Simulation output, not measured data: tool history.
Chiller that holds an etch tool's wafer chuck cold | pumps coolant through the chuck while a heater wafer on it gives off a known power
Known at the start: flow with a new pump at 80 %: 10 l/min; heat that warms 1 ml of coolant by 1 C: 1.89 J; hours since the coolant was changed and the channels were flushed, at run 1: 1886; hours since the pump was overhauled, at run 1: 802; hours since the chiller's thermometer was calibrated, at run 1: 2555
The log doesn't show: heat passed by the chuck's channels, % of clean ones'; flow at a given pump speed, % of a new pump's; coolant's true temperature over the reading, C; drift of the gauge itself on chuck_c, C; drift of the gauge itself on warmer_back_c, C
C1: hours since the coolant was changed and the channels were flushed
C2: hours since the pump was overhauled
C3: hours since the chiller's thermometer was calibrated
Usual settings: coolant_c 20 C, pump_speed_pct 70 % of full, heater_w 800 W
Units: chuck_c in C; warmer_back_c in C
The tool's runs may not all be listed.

Run 1, hour 0: usual settings; C1 1886; C2 802; C3 2555. Result: chuck_c 25.9 C, warmer_back_c 2.84 C.
Run 2, hour 15.1: usual settings; C1 1901; C2 817; C3 2570. Result: chuck_c 26 C, warmer_back_c 2.88 C.
Run 3, hour 35.1: usual settings; C1 1921; C2 837; C3 2590. Result: chuck_c 25.8 C, warmer_back_c 2.89 C.
Run 4, hour 51.7: usual settings; C1 1938; C2 854; C3 2607. Result: chuck_c 25.7 C, warmer_back_c 2.87 C.
Run 5, hour 73.7: usual settings; C1 1960; C2 876; C3 2629. Result: chuck_c 25.8 C, warmer_back_c 2.86 C.
Run 6, hour 98.7: usual settings but heater_w 568 W; C1 1985; C2 901; C3 2654. Result: chuck_c 24.2 C, warmer_back_c 2.03 C.
Run 7, hour 121.1: usual settings; C1 2007; C2 923; C3 2676. Result: chuck_c 26 C, warmer_back_c 2.86 C.
Run 8, hour 143.7: usual settings; C1 2030; C2 946; C3 2699. Result: chuck_c 25.7 C, warmer_back_c 2.77 C.
Run 9, hour 160.4: usual settings; C1 2046; C2 962; C3 2715. Result: chuck_c 25.8 C, warmer_back_c 2.82 C.
Run 10, hour 192.2: usual settings; C1 2078; C2 994; C3 2747. Result: chuck_c 25.8 C, warmer_back_c 2.75 C.
Run 11, hour 218.2: usual settings; C1 2104; C2 1020; C3 2773. Result: chuck_c 25.7 C, warmer_back_c 2.8 C.
Run 12, hour 248.3: usual settings; C1 2134; C2 1050; C3 2803. Result: chuck_c 25.8 C, warmer_back_c 2.71 C.
Run 13, hour 270.8: usual settings but coolant_c 25 C; C1 2157; C2 1073; C3 2826. Result: chuck_c 30.9 C, warmer_back_c 2.76 C.
Run 14, hour 293.5: usual settings but coolant_c 25 C; C1 2180; C2 1095; C3 2849. Result: chuck_c 30.8 C, warmer_back_c 2.71 C.
Run 15, hour 312.7: usual settings; C1 2199; C2 1115; C3 2868. Result: chuck_c 25.9 C, warmer_back_c 2.67 C.
Run 16, hour 333.8: usual settings; C1 2220; C2 1136; C3 2889. Result: chuck_c 26 C, warmer_back_c 2.7 C.
Run 17, hour 368.4: usual settings but coolant_c 22 C, pump_speed_pct 68 % of full; C1 2254; C2 1170; C3 2923. Result: chuck_c 28 C, warmer_back_c 2.75 C.
Run 18, hour 383.1: usual settings but coolant_c 23 C, pump_speed_pct 78 % of full, heater_w 621 W; C1 2269; C2 1185; C3 2938. Result: chuck_c 27.3 C, warmer_back_c 1.83 C.
Run 19, hour 404.8: usual settings but coolant_c 16 C, heater_w 1114 W; C1 2291; C2 1207; C3 2960. Result: chuck_c 24 C, warmer_back_c 3.8 C.
Run 20, hour 428: usual settings but coolant_c 16 C, heater_w 1114 W; C1 2314; C2 1230; C3 2983. Result: chuck_c 24.3 C, warmer_back_c 3.79 C.
Run 21, hour 458.7: usual settings but coolant_c 25 C, pump_speed_pct 90 % of full, heater_w 422 W; C1 2345; C2 1261; C3 3014. Result: chuck_c 27.7 C, warmer_back_c 0.92 C.
Run 22, hour 484.7: usual settings but coolant_c 11 C; C1 2371; C2 1287; C3 3040. Result: chuck_c 16.8 C, warmer_back_c 2.63 C.
Run 23, hour 508.1: usual settings but coolant_c 11 C; C1 2394; C2 1310; C3 3063. Result: chuck_c 16.7 C, warmer_back_c 2.56 C.
Run 24, hour 525: usual settings but coolant_c 11 C; C1 2411; C2 1327; C3 3080. Result: chuck_c 16.7 C, warmer_back_c 2.59 C.
Run 25, hour 555.5: usual settings but coolant_c 15 C; C1 2442; C2 1357; C3 3111. Result: chuck_c 20.9 C, warmer_back_c 2.61 C.
Run 26, hour 586: usual settings but coolant_c 15 C, pump_speed_pct 66 % of full, heater_w 1057 W; C1 2472; C2 1388; C3 3141. Result: chuck_c 23.2 C, warmer_back_c 3.69 C.
Run 27, hour 617.7: usual settings but coolant_c 21 C, pump_speed_pct 83 % of full, heater_w 458 W; C1 2504; C2 1420; C3 3173. Result: chuck_c 23.9 C, warmer_back_c 1.04 C.
Run 28, hour 633.3: usual settings but coolant_c 27 C, pump_speed_pct 73 % of full; C1 2519; C2 1435; C3 3188. Result: chuck_c 32.7 C, warmer_back_c 2.35 C.
At hour 642.6: gauge calibrated.
Run 29, hour 668.6: usual settings but coolant_c 27 C, pump_speed_pct 73 % of full; C1 2555; C2 1471; C3 3224. Result: chuck_c 32.5 C, warmer_back_c 2.8 C.
Run 30, hour 689.2: usual settings but coolant_c 11 C, pump_speed_pct 75 % of full, heater_w 483 W; C1 2575; C2 1491; C3 3244. Result: chuck_c 14.3 C, warmer_back_c 1.55 C.
Run 31, hour 704.7: usual settings but coolant_c 17 C; C1 2591; C2 1507; C3 3260. Result: chuck_c 23 C, warmer_back_c 2.81 C.
Run 32, hour 731.8: usual settings but pump_speed_pct 90 % of full; C1 2618; C2 1534; C3 3287. Result: chuck_c 24.8 C, warmer_back_c 2.2 C.

4 ways to go on from here, each from the tool as it stands after run 32. What would each give?
Run A, hour 762.7: usual settings but coolant_c 12 C, pump_speed_pct 69 % of full, heater_w 465 W; C1 2649; C2 1565; C3 3318. Result: chuck_c ?, warmer_back_c ?.
Run B, hour 762.7: usual settings but coolant_c 15 C, pump_speed_pct 64 % of full, heater_w 465 W; C1 2649; C2 1565; C3 3318. Result: chuck_c ?, warmer_back_c ?.
Run C, hour 762.7: usual settings but coolant_c 23 C, pump_speed_pct 90 % of full, heater_w 655 W; C1 2649; C2 1565; C3 3318. Result: chuck_c ?, warmer_back_c ?.
Run D, hour 762.7: usual settings but coolant_c 15 C, pump_speed_pct 84 % of full, heater_w 580 W; C1 2649; C2 1565; C3 3318. Result: chuck_c ?, warmer_back_c ?.

run  chuck_c  warmer_back_c
  A     15.4           1.58
  B     18.5            1.8
  C       27           1.77
  D     18.7            1.7
Without the tool's hidden state the same runs would have given:
run  chuck_c  warmer_back_c
  A     15.4           1.66
  B     18.5           1.87
  C       27           1.84
  D     18.7           1.77
